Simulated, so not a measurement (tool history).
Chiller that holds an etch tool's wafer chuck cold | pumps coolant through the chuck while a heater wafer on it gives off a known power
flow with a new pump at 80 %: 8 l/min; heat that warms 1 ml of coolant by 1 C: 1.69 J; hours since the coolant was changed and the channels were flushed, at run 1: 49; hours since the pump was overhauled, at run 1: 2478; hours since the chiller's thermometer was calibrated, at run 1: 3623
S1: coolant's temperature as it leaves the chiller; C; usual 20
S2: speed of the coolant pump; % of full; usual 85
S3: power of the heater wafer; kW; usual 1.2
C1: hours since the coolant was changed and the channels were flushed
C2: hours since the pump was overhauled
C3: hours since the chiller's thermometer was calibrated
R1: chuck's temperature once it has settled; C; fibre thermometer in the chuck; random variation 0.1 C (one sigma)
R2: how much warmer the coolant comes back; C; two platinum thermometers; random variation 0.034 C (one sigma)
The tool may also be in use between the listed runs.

| run | day | S1 | S2 | S3 | C1 | C2 | C3 | R1 | R2 |
|---|---|---|---|---|---|---|---|---|---|
| 1 | 0 | 20 | 85 | 1.2 | 49 | 2478 | 3623 | 28.4 | 5.01 |
| 2 | 1.946 | 20 | 85 | 1.2 | 95 | 2524 | 3670 | 28.1 | 5.04 |
| 3 | 4.233 | 20 | 85 | 1.2 | 150 | 2579 | 3725 | 28.4 | 5.03 |
| 4 | 5.579 | 20 | 85 | 1.2 | 183 | 2612 | 3757 | 28.1 | 5.03 |
| 5 | 8.7 | 20 | 85 | 1.2 | 258 | 2686 | 3832 | 28.3 | 5.08 |
| 6 | 11.629 | 20 | 85 | 1.2 | 328 | 2757 | 3902 | 28.2 | 5.08 |
| 7 | 13.458 | 20 | 85 | 0.711 | 372 | 2801 | 3946 | 24.9 | 3.03 |
| 8 | 16.625 | 20 | 83 | 0.711 | 448 | 2877 | 4022 | 25 | 3.15 |
|  | 17.079 | chiller's thermometer calibrated |
| 9 | 19.362 | 20 | 83 | 0.711 | 513 | 2941 | 55 | 25.2 | 3.15 |
| 10 | 21.725 | 20 | 64 | 1.522 | 569 | 2998 | 111 | 33 | 8.83 |
| 11 | 24.646 | 13 | 95 | 0.696 | 639 | 3068 | 182 | 17.5 | 2.72 |
| 12 | 27.092 | 13 | 95 | 0.696 | 698 | 3127 | 240 | 17.4 | 2.79 |
| 13 | 29.162 | 17 | 95 | 1.447 | 748 | 3177 | 290 | 26.3 | 5.5 |

3 ways to go on from here, each from the tool as it stands after run 13. What would each give?
| A | 31.933 | 17 | 95 | 1.447 | 814 | 3243 | 356 | ? | ? |
| B | 31.933 | 28 | 95 | 1.447 | 814 | 3243 | 356 | ? | ? |
| C | 31.933 | 23 | 85 | 1.2 | 814 | 3243 | 356 | ? | ? |

| run | R1 | R2 |
|---|---|---|
| A | 26.2 | 5.58 |
| B | 37.5 | 5.54 |
| C | 31.2 | 5.18 |
Without the tool's hidden state the same runs would have given:
| run | R1 | R2 |
|---|---|---|
| A | 26.2 | 5.34 |
| B | 37.5 | 5.3 |
| C | 31.2 | 4.93 |
